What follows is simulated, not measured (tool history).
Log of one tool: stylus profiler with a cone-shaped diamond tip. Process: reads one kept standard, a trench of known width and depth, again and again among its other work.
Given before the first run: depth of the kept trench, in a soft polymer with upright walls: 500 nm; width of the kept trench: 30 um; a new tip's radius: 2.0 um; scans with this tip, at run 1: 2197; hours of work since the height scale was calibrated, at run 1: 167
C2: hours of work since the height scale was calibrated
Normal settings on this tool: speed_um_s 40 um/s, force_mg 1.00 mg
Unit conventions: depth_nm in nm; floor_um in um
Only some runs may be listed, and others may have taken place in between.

{"run": 1, "day": 0.0, "speed_um_s": 40, "force_mg": 1.0, "scans with this tip": 2197, "C2": 167, "depth_nm": 503.18, "floor_um": 27.02}
{"run": 2, "day": 1.088, "speed_um_s": 40, "force_mg": 1.0, "scans with this tip": 2347, "C2": 178, "depth_nm": 503.5, "floor_um": 26.93}
{"run": 3, "day": 2.0, "speed_um_s": 40, "force_mg": 1.0, "scans with this tip": 2472, "C2": 188, "depth_nm": 503.2, "floor_um": 26.91}
{"run": 4, "day": 2.967, "speed_um_s": 40, "force_mg": 1.0, "scans with this tip": 2605, "C2": 198, "depth_nm": 503.11, "floor_um": 26.9}
{"run": 5, "day": 4.221, "speed_um_s": 40, "force_mg": 1.0, "scans with this tip": 2778, "C2": 211, "depth_nm": 503.2, "floor_um": 26.87}
{"run": 6, "day": 5.65, "speed_um_s": 36, "force_mg": 1.0, "scans with this tip": 2975, "C2": 226, "depth_nm": 503.34, "floor_um": 26.92}
{"run": 7, "day": 6.308, "speed_um_s": 36, "force_mg": 1.0, "scans with this tip": 3065, "C2": 233, "depth_nm": 503.4, "floor_um": 26.87}
{"run": 8, "day": 7.446, "speed_um_s": 36, "force_mg": 1.0, "scans with this tip": 3222, "C2": 245, "depth_nm": 503.21, "floor_um": 26.87}
{"run": 9, "day": 8.408, "speed_um_s": 40, "force_mg": 2.08, "scans with this tip": 3354, "C2": 255, "depth_nm": 505.23, "floor_um": 26.86}
{"run": 10, "day": 9.829, "speed_um_s": 40, "force_mg": 2.08, "scans with this tip": 3550, "C2": 270, "depth_nm": 505.25, "floor_um": 26.87}
{"run": 11, "day": 11.325, "speed_um_s": 40, "force_mg": 2.08, "scans with this tip": 3756, "C2": 286, "depth_nm": 505.23, "floor_um": 26.82}
{"day": 11.492, "done": "height scale calibrated on a step standard"}
{"run": 12, "day": 12.612, "speed_um_s": 40, "force_mg": 2.08, "scans with this tip": 3930, "C2": 12, "depth_nm": 505.62, "floor_um": 26.86}
{"run": 13, "day": 13.879, "speed_um_s": 15, "force_mg": 1.0, "scans with this tip": 4105, "C2": 25, "depth_nm": 503.56, "floor_um": 26.83}
{"run": 14, "day": 15.433, "speed_um_s": 15, "force_mg": 1.0, "scans with this tip": 4319, "C2": 41, "depth_nm": 503.82, "floor_um": 26.82}
{"day": 16.429, "done": "height scale calibrated on a step standard, once more"}
{"run": 15, "day": 16.454, "speed_um_s": 39, "force_mg": 1.13, "scans with this tip": 4457, "C2": 0, "depth_nm": 503.61, "floor_um": 26.77}
{"run": 16, "day": 17.175, "speed_um_s": 19, "force_mg": 2.08, "scans with this tip": 4556, "C2": 8, "depth_nm": 504.99, "floor_um": 26.8}
{"run": 17, "day": 18.592, "speed_um_s": 93, "force_mg": 0.59, "scans with this tip": 4751, "C2": 23, "depth_nm": 502.4, "floor_um": 26.51}
{"run": 18, "day": 19.379, "speed_um_s": 38, "force_mg": 1.23, "scans with this tip": 4859, "C2": 31, "depth_nm": 503.36, "floor_um": 26.69}
{"run": 19, "day": 20.342, "speed_um_s": 38, "force_mg": 1.23, "scans with this tip": 4991, "C2": 41, "depth_nm": 503.48, "floor_um": 26.72}
{"run": 20, "day": 21.521, "speed_um_s": 27, "force_mg": 1.54, "scans with this tip": 5154, "C2": 53, "depth_nm": 504.41, "floor_um": 26.76}
{"run": 21, "day": 22.592, "speed_um_s": 14, "force_mg": 1.54, "scans with this tip": 5302, "C2": 65, "depth_nm": 504.2, "floor_um": 26.72}
{"run": 22, "day": 24.025, "speed_um_s": 14, "force_mg": 1.54, "scans with this tip": 5499, "C2": 80, "depth_nm": 504.39, "floor_um": 26.74}
{"run": 23, "day": 25.483, "speed_um_s": 52, "force_mg": 1.82, "scans with this tip": 5699, "C2": 95, "depth_nm": 504.5, "floor_um": 26.66}
{"run": 24, "day": 26.388, "speed_um_s": 76, "force_mg": 1.0, "scans with this tip": 5824, "C2": 104, "depth_nm": 503.3, "floor_um": 26.5}
{"run": 25, "day": 27.467, "speed_um_s": 76, "force_mg": 1.0, "scans with this tip": 5972, "C2": 116, "depth_nm": 503.13, "floor_um": 26.56}

Alternative continuations, all from the tool just after run 25; predict every row:
{"run": "A", "day": 28.142, "speed_um_s": 30, "force_mg": 1.0, "scans with this tip": 6065, "C2": 123, "depth_nm": "?", "floor_um": "?"}
{"run": "B", "day": 28.142, "speed_um_s": 45, "force_mg": 1.52, "scans with this tip": 6065, "C2": 123, "depth_nm": "?", "floor_um": "?"}
{"run": "C", "day": 28.142, "speed_um_s": 49, "force_mg": 1.0, "scans with this tip": 6065, "C2": 123, "depth_nm": "?", "floor_um": "?"}

run=A depth_nm=503.20 floor_um=26.66
run=B depth_nm=504.13 floor_um=26.55
run=C depth_nm=503.23 floor_um=26.53
Stripped of hidden state, with their random variation kept, the same runs would have yielded:
run=A depth_nm=502.99 floor_um=27.29
run=B depth_nm=503.92 floor_um=27.18
run=C depth_nm=503.02 floor_um=27.16
